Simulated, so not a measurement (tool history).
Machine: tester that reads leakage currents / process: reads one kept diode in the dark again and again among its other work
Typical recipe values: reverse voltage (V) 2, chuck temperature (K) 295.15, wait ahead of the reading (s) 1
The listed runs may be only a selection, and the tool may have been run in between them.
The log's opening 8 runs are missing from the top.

run	hour	reverse voltage (V)	chuck temperature (K)	wait ahead of the reading (s)	hours of work since the probe card was cleaned	hours of work since the tester was calibrated	hours of work since the chuck was calibrated	current that the tester gives (pA)
9	266.7	2	295.15	1	3005	1060	580	53.82
10	288.7	2	295.15	1	3018	1073	592	53.68
11	336.9	2	295.15	1	3045	1100	619	53.43
12	374.1	2	295.15	1	3066	1121	640	53.66
13	395.9	2	295.15	1	3078	1133	652	53.4
14	422.8	2	295.15	1	3093	1148	667	53.11
15	449.6	2	295.15	1	3108	1163	682	53.51
16	470	2	295.15	0.9	3119	1174	694	53.28
17	497.9	2	295.15	0.9	3135	1190	709	53.59
18	528.1	2	295.15	0.9	3152	1207	726	53.18
19	574.1	2	295.15	2.29	3178	1233	752	53.23
20	604.9	2	295.15	1	3195	1250	769	53.06
21	634.9	2	295.15	1	3212	1267	786	53.18
# hour 641.6: probe card cleaned and baked
22	677.6	2	295.15	1	20	1289	808	54.34
23	699.8	2	300.15	1	33	1302	821	84.73
24	747	2	300.15	1	59	1328	847	83.97
25	776.3	2	314.15	1	76	1345	864	283.84
# hour 786.5: probe card cleaned and baked, once more
26	826.1	2	295.15	4.74	22	1371	890	47.9
27	849.3	7.94	295.15	1.69	35	1384	903	102.73

Expected results for the next run?
28	891.5	4.86	305.15	0.7	59	1407	927	?

current that the tester gives (pA): 202.18
With no hidden state in the tool, this same run would have given current that the tester gives (pA) 218.33.
